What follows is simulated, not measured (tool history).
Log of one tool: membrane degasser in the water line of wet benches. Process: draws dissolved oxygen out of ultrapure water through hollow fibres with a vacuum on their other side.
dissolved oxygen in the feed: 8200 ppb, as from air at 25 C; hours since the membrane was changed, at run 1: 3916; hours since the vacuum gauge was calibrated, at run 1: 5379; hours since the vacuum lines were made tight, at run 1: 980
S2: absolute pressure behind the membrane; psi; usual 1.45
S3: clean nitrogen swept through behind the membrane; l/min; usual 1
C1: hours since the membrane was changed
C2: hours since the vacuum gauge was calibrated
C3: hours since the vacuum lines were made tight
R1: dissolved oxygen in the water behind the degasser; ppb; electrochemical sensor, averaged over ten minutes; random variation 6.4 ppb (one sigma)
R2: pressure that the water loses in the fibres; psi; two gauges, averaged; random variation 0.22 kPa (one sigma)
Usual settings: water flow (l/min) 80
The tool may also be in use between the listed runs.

run 1 day=0 | water_flow_(l/min)=80 S2=1.45 S3=1 | C1=3916 C2=5379 C3=980 | R1=853 R2=7.423
run 2 day=4.246 | water_flow_(l/min)=80 S2=1.45 S3=1 | C1=4018 C2=5481 C3=1082 | R1=857.6 R2=7.429
run 3 day=7.6 | water_flow_(l/min)=80 S2=1.45 S3=1 | C1=4098 C2=5562 C3=1162 | R1=856.1 R2=7.43
run 4 day=10.025 | water_flow_(l/min)=80 S2=1.45 S3=1 | C1=4156 C2=5620 C3=1221 | R1=864.8 R2=7.403
run 5 day=12.962 | water_flow_(l/min)=80 S2=1.45 S3=0.43 | C1=4227 C2=5691 C3=1291 | R1=1353.3 R2=7.381
run 6 day=15.775 | water_flow_(l/min)=80 S2=1.45 S3=0.43 | C1=4294 C2=5758 C3=1359 | R1=1360 R2=7.375
run 7 day=17.625 | water_flow_(l/min)=80 S2=1.45 S3=2.19 | C1=4339 C2=5802 C3=1403 | R1=502.8 R2=7.426
run 8 day=21.75 | water_flow_(l/min)=80 S2=1.45 S3=1 | C1=4438 C2=5901 C3=1502 | R1=868.8 R2=7.413
-- day=24.104 vacuum gauge calibrated
run 9 day=24.188 | water_flow_(l/min)=80 S2=1.45 S3=1 | C1=4496 C2=2 C3=1560 | R1=858.8 R2=7.384
run 10 day=26.304 | water_flow_(l/min)=80 S2=1.45 S3=1 | C1=4546 C2=53 C3=1611 | R1=861.1 R2=7.375
run 11 day=28.129 | water_flow_(l/min)=80 S2=1.45 S3=1 | C1=4590 C2=97 C3=1655 | R1=846.2 R2=7.382
run 12 day=32.346 | water_flow_(l/min)=72 S2=1.45 S3=1 | C1=4692 C2=198 C3=1756 | R1=798.3 R2=6.615
run 13 day=35.85 | water_flow_(l/min)=72 S2=1.45 S3=1 | C1=4776 C2=282 C3=1840 | R1=793.3 R2=6.598
run 14 day=38.054 | water_flow_(l/min)=72 S2=1.45 S3=1 | C1=4829 C2=335 C3=1893 | R1=797.1 R2=6.601
run 15 day=40.85 | water_flow_(l/min)=109 S2=0.97 S3=1.07 | C1=4896 C2=402 C3=1960 | R1=563.2 R2=9.997
run 16 day=45.183 | water_flow_(l/min)=109 S2=0.97 S3=1.07 | C1=5000 C2=506 C3=2064 | R1=552.8 R2=10.015
-- day=47.75 gauge calibrated
run 17 day=47.942 | water_flow_(l/min)=109 S2=0.97 S3=1.07 | C1=5066 C2=572 C3=2130 | R1=557.7 R2=10.157
run 18 day=51.004 | water_flow_(l/min)=71 S2=0.97 S3=1.04 | C1=5139 C2=646 C3=2204 | R1=416.5 R2=6.615
run 19 day=52.983 | water_flow_(l/min)=111 S2=3.42 S3=1.98 | C1=5187 C2=693 C3=2251 | R1=1801.5 R2=10.317
run 20 day=56.521 | water_flow_(l/min)=70 S2=2.07 S3=0.69 | C1=5272 C2=778 C3=2336 | R1=1526.6 R2=6.457
run 21 day=58.908 | water_flow_(l/min)=65 S2=2.73 S3=0.8 | C1=5329 C2=835 C3=2393 | R1=1783.2 R2=6.012
run 22 day=61.146 | water_flow_(l/min)=77 S2=1.58 S3=1.06 | C1=5383 C2=889 C3=2447 | R1=916 R2=7.121
run 23 day=64.696 | water_flow_(l/min)=77 S2=1.58 S3=1.06 | C1=5468 C2=974 C3=2532 | R1=898.4 R2=7.118
run 24 day=67.346 | water_flow_(l/min)=70 S2=1.78 S3=1.21 | C1=5531 C2=1038 C3=2596 | R1=916.9 R2=6.493
run 25 day=70.229 | water_flow_(l/min)=70 S2=1.67 S3=0.43 | C1=5601 C2=1107 C3=2665 | R1=1518.3 R2=6.47

3 ways to go on from here, each from the tool as it stands after run 25. What would each give?
run A day=74.529 | water_flow_(l/min)=99 S2=2.81 S3=0.43 | C1=5704 C2=1210 C3=2768 | R1=? R2=?
run B day=74.529 | water_flow_(l/min)=80 S2=3.38 S3=1.32 | C1=5704 C2=1210 C3=2768 | R1=? R2=?
run C day=74.529 | water_flow_(l/min)=72 S2=1.22 S3=0.97 | C1=5704 C2=1210 C3=2768 | R1=? R2=?

run=A R1=3048 R2=9.133
run=B R1=1842 R2=7.407
run=C R1=637 R2=6.66
Without the tool's hidden state the same runs would have given:
run=A R1=3048.1 R2=9.245
run=B R1=1841.8 R2=7.497
run=C R1=636.8 R2=6.74

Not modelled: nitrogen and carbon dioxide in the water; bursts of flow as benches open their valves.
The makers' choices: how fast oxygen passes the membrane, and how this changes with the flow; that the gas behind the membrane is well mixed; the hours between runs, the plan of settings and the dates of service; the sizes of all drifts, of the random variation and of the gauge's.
